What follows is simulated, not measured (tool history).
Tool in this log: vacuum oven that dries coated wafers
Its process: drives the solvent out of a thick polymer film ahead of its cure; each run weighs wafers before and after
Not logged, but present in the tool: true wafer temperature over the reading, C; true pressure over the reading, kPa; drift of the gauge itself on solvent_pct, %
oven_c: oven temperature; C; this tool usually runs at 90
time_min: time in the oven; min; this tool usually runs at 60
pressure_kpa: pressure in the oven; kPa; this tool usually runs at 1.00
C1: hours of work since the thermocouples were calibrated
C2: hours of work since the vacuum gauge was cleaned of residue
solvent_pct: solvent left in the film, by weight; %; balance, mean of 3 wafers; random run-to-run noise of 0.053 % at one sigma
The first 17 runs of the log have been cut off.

Run 18, day 18.217: usual settings but oven_c 93 C, time_min 52 min, pressure_kpa 2.71 kPa; C1 50; C2 1287. Result: solvent_pct 3.69 %.
Run 19, day 19.358: usual settings but oven_c 104 C, time_min 51 min, pressure_kpa 0.77 kPa; C1 69; C2 1306. Result: solvent_pct 0.64 %.
Run 20, day 20.533: usual settings but oven_c 104 C, time_min 51 min, pressure_kpa 0.77 kPa; C1 88; C2 1325. Result: solvent_pct 0.69 %.
Run 21, day 22.096: usual settings but oven_c 105 C, time_min 70 min, pressure_kpa 1.23 kPa; C1 114; C2 1350. Result: solvent_pct 0.88 %.
Run 22, day 23.192: usual settings but oven_c 83 C, time_min 55 min; C1 132; C2 1368. Result: solvent_pct 5.64 %.
Run 23, day 24.575: usual settings but oven_c 86 C, time_min 55 min; C1 155; C2 1391. Result: solvent_pct 4.39 %.
Run 24, day 25.554: usual settings but oven_c 91 C, time_min 32 min, pressure_kpa 0.85 kPa; C1 171; C2 1407. Result: solvent_pct 4.85 %.
Run 25, day 26.408: usual settings but oven_c 76 C, pressure_kpa 2.04 kPa; C1 185; C2 1421. Result: solvent_pct 9.55 %.
Run 26, day 27.442: usual settings but pressure_kpa 1.44 kPa; C1 201; C2 1438. Result: solvent_pct 2.89 %.
Run 27, day 28.238: usual settings but pressure_kpa 1.44 kPa; C1 214; C2 1451. Result: solvent_pct 2.92 %.
Run 28, day 29.646: usual settings but oven_c 83 C, time_min 93 min, pressure_kpa 0.60 kPa; C1 238; C2 1474. Result: solvent_pct 2.81 %.
Run 29, day 30.454: usual settings but oven_c 100 C, time_min 83 min, pressure_kpa 1.32 kPa; C1 251; C2 1487. Result: solvent_pct 1.17 %.
Run 30, day 31.179: usual settings but oven_c 77 C, time_min 72 min, pressure_kpa 2.19 kPa; C1 263; C2 1499. Result: solvent_pct 8.52 %.
Run 31, day 32.221: usual settings but oven_c 77 C, time_min 72 min, pressure_kpa 2.19 kPa; C1 280; C2 1516. Result: solvent_pct 8.49 %.
Run 32, day 33.429: usual settings but oven_c 77 C, time_min 72 min, pressure_kpa 2.19 kPa; C1 299; C2 1536. Result: solvent_pct 8.26 %.

Alternative continuations, all from the tool just after run 32; predict every row:
Run A, day 34.167: usual settings but oven_c 98 C, time_min 34 min, pressure_kpa 0.82 kPa; C1 311; C2 1548. Result: solvent_pct ?.
Run B, day 34.167: usual settings but oven_c 82 C, time_min 106 min, pressure_kpa 1.28 kPa; C1 311; C2 1548. Result: solvent_pct ?.
Run C, day 34.167: usual settings but oven_c 87 C, time_min 44 min, pressure_kpa 2.19 kPa; C1 311; C2 1548. Result: solvent_pct ?.
Run D, day 34.167: usual settings but oven_c 89 C, pressure_kpa 3.28 kPa; C1 311; C2 1548. Result: solvent_pct ?.

run  solvent_pct
  A         2.08
  B         3.34
  C         6.05
  D         4.89
Without the tool's hidden state the same runs would have given:
run  solvent_pct
  A         1.91
  B         2.99
  C         5.85
  D         4.65

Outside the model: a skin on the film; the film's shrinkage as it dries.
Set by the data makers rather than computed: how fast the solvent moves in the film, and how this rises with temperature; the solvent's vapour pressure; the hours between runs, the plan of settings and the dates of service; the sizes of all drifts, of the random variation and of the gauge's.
